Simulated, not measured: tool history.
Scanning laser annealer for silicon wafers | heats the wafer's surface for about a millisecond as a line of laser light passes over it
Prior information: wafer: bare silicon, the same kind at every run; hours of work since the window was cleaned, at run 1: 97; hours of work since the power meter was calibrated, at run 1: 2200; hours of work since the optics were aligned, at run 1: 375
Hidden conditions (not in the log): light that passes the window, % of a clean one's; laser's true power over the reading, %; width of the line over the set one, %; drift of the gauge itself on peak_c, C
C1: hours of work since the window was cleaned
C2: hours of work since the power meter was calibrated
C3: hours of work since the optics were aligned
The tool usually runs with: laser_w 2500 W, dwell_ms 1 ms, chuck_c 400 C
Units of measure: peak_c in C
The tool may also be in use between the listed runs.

Run 1, hour 0: usual settings; C1 97; C2 2200; C3 375. Result: peak_c 1147 C.
Run 2, hour 40.2: usual settings; C1 126; C2 2229; C3 404. Result: peak_c 1145 C.
Run 3, hour 108.9: usual settings but dwell_ms 0.89 ms; C1 175; C2 2278; C3 453. Result: peak_c 1099 C.
Run 4, hour 188.4: usual settings but dwell_ms 0.89 ms; C1 232; C2 2335; C3 510. Result: peak_c 1094 C.
Run 5, hour 231.6: usual settings; C1 262; C2 2366; C3 541. Result: peak_c 1126 C.
Run 6, hour 294.5: usual settings but chuck_c 429 C; C1 307; C2 2411; C3 586. Result: peak_c 1149 C.
Run 7, hour 339.4: usual settings but chuck_c 429 C; C1 339; C2 2443; C3 618. Result: peak_c 1142 C.
Run 8, hour 374.7: usual settings but laser_w 2569 W; C1 365; C2 2468; C3 643. Result: peak_c 1133 C.
At hour 390.6: window over the wafer cleaned.
Run 9, hour 412.9: usual settings but laser_w 2569 W; C1 16; C2 2494; C3 669. Result: peak_c 1114 C.
Run 10, hour 467.5: usual settings; C1 55; C2 2533; C3 708. Result: peak_c 1088 C.
At hour 496.5: optics aligned, line set to its width.
Run 11, hour 544.7: usual settings; C1 107; C2 2584; C3 34. Result: peak_c 1100 C.
At hour 556.7: window over the wafer cleaned, once more.
Run 12, hour 597.4: usual settings; C1 29; C2 2621; C3 71. Result: peak_c 1160 C.
Run 13, hour 650.1: usual settings but laser_w 2646 W; C1 67; C2 2658; C3 108. Result: peak_c 1208 C.
Run 14, hour 704.5: usual settings but laser_w 2646 W; C1 106; C2 2697; C3 147. Result: peak_c 1204 C.
Run 15, hour 777.7: usual settings but laser_w 2646 W; C1 158; C2 2750; C3 200. Result: peak_c 1196 C.
Run 16, hour 812.7: usual settings but laser_w 2646 W; C1 183; C2 2775; C3 225. Result: peak_c 1192 C.
Run 17, hour 859.7: usual settings but laser_w 2646 W; C1 217; C2 2808; C3 258. Result: peak_c 1184 C.
Run 18, hour 931.2: usual settings but laser_w 2646 W; C1 268; C2 2859; C3 309. Result: peak_c 1176 C.
Run 19, hour 999.6: usual settings but laser_w 2703 W; C1 317; C2 2908; C3 358. Result: peak_c 1190 C.
Run 20, hour 1045.4: usual settings but laser_w 2703 W; C1 349; C2 2941; C3 391. Result: peak_c 1187 C.
At hour 1083: window over the wafer cleaned.
Run 21, hour 1117.4: usual settings but laser_w 2257 W, dwell_ms 1.1 ms, chuck_c 388 C; C1 25; C2 2991; C3 441. Result: peak_c 1089 C.
Run 22, hour 1177.3: usual settings but laser_w 2257 W, dwell_ms 1.1 ms, chuck_c 388 C; C1 67; C2 3034; C3 484. Result: peak_c 1082 C.
Run 23, hour 1255.3: usual settings but laser_w 2257 W, dwell_ms 1.1 ms, chuck_c 388 C; C1 123; C2 3089; C3 539. Result: peak_c 1074 C.
Run 24, hour 1315.5: usual settings but laser_w 2153 W, dwell_ms 0.96 ms, chuck_c 377 C; C1 166; C2 3133; C3 582. Result: peak_c 982 C.
Run 25, hour 1365.1: usual settings but laser_w 2190 W, dwell_ms 0.96 ms, chuck_c 377 C; C1 202; C2 3168; C3 618. Result: peak_c 988 C.
Run 26, hour 1411.1: usual settings but laser_w 2460 W, dwell_ms 0.96 ms, chuck_c 363 C; C1 234; C2 3201; C3 651. Result: peak_c 1065 C.
Run 27, hour 1462.8: usual settings but laser_w 2190 W, dwell_ms 1.23 ms, chuck_c 375 C; C1 271; C2 3238; C3 688. Result: peak_c 1051 C.
At hour 1518.8: optics aligned, line set to its width.
Run 28, hour 1531.8: usual settings but laser_w 2444 W, dwell_ms 1.23 ms, chuck_c 385 C; C1 317; C2 3283; C3 9. Result: peak_c 1163 C.
Run 29, hour 1588.3: usual settings but laser_w 2444 W, dwell_ms 1.23 ms, chuck_c 385 C; C1 358; C2 3324; C3 50. Result: peak_c 1157 C.
At hour 1611.3: window over the wafer cleaned.
Run 30, hour 1664.7: usual settings but laser_w 2314 W, dwell_ms 0.83 ms, chuck_c 429 C; C1 38; C2 3377; C3 103. Result: peak_c 1067 C.
Run 31, hour 1708.5: usual settings but laser_w 2314 W, dwell_ms 0.83 ms, chuck_c 429 C; C1 69; C2 3408; C3 134. Result: peak_c 1065 C.
Run 32, hour 1774.1: usual settings but laser_w 2314 W, dwell_ms 0.83 ms, chuck_c 429 C; C1 116; C2 3455; C3 181. Result: peak_c 1056 C.
Run 33, hour 1813.3: usual settings but laser_w 2662 W, dwell_ms 0.75 ms; C1 144; C2 3483; C3 209. Result: peak_c 1107 C.
Run 34, hour 1891.5: usual settings but laser_w 2662 W, dwell_ms 0.75 ms; C1 200; C2 3539; C3 265. Result: peak_c 1098 C.
Run 35, hour 1964.2: usual settings but laser_w 2683 W, dwell_ms 0.96 ms, chuck_c 369 C; C1 252; C2 3591; C3 317. Result: peak_c 1146 C.
Run 36, hour 2015.3: usual settings but laser_w 2683 W, dwell_ms 0.96 ms, chuck_c 369 C; C1 289; C2 3628; C3 353. Result: peak_c 1140 C.
Run 37, hour 2094.2: usual settings but laser_w 2375 W, dwell_ms 1.16 ms, chuck_c 369 C; C1 345; C2 3684; C3 410. Result: peak_c 1085 C.
At hour 2139.1: window over the wafer cleaned.
Run 38, hour 2158.1: usual settings but laser_w 2163 W; C1 14; C2 3728; C3 454. Result: peak_c 1037 C.
Run 39, hour 2191.1: usual settings but laser_w 2341 W, chuck_c 364 C; C1 37; C2 3752; C3 478. Result: peak_c 1060 C.
Run 40, hour 2236.2: usual settings but laser_w 2341 W, chuck_c 364 C; C1 69; C2 3784; C3 510. Result: peak_c 1057 C.

The logged runs with the hidden state left out (each run's random variation unchanged):
run  peak_c
  1    1163
  2    1165
  3    1124
  4    1127
  5    1165
  6    1194
  7    1192
  8    1187
  9    1188
 10    1165
 11    1169
 12    1161
 13    1215
 14    1217
 15    1217
 16    1218
 17    1215
 18    1215
 19    1237
 20    1239
 21    1097
 22    1095
 23    1095
 24    1005
 25    1016
 26    1101
 27    1091
 28    1200
 29    1201
 30    1070
 31    1072
 32    1069
 33    1126
 34    1124
 35    1184
 36    1184
 37    1134
 38    1044
 39    1071
 40    1072
